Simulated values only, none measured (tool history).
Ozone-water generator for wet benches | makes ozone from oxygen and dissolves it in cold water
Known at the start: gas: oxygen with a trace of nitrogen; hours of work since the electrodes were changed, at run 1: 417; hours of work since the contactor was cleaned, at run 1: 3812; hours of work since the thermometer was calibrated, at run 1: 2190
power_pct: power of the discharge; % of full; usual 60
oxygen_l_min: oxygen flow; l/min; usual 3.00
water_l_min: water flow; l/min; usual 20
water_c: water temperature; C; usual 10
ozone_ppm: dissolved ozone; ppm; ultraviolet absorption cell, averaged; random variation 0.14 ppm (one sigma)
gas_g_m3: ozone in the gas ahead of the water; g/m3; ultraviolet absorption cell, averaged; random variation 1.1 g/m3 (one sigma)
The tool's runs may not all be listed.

run,hour,power_pct,oxygen_l_min,water_l_min,water_c,hours of work since the electrodes were changed,hours of work since the contactor was cleaned,hours of work since the thermometer was calibrated,ozone_ppm,gas_g_m3
1,0.0,60,3.00,20,10,417,3812,2190,16.8,195.5
2,27.4,60,3.00,20,10,440,3835,2213,17.0,197.6
3,56.0,60,3.00,20,10,463,3858,2236,16.8,197.5
4,79.6,58,3.00,20,10,483,3878,2256,16.1,192.2
5,102.2,58,3.00,20,10,502,3896,2274,16.3,193.0
6,136.1,58,3.00,20,10,530,3924,2302,16.4,193.7
7,152.1,58,3.00,20,10,543,3937,2316,16.3,192.4
8,182.8,48,3.00,20,10,568,3963,2341,14.4,173.6
9,211.1,48,3.00,14,5,592,3986,2364,21.7,174.1
10,244.1,48,3.00,14,5,619,4014,2392,21.5,174.9
11,266.8,60,3.00,14,7,638,4032,2410,23.8,200.0

Run 12 comes next. What will it give?
12,294.6,52,1.63,16,12,660,4055,2433,?,?

Run 12 gave ozone_ppm 16.2 ppm, gas_g_m3 244.9 g/m3.
Without the tool's hidden state the same run would have given ozone_ppm 16.2 ppm, gas_g_m3 240.6 g/m3.
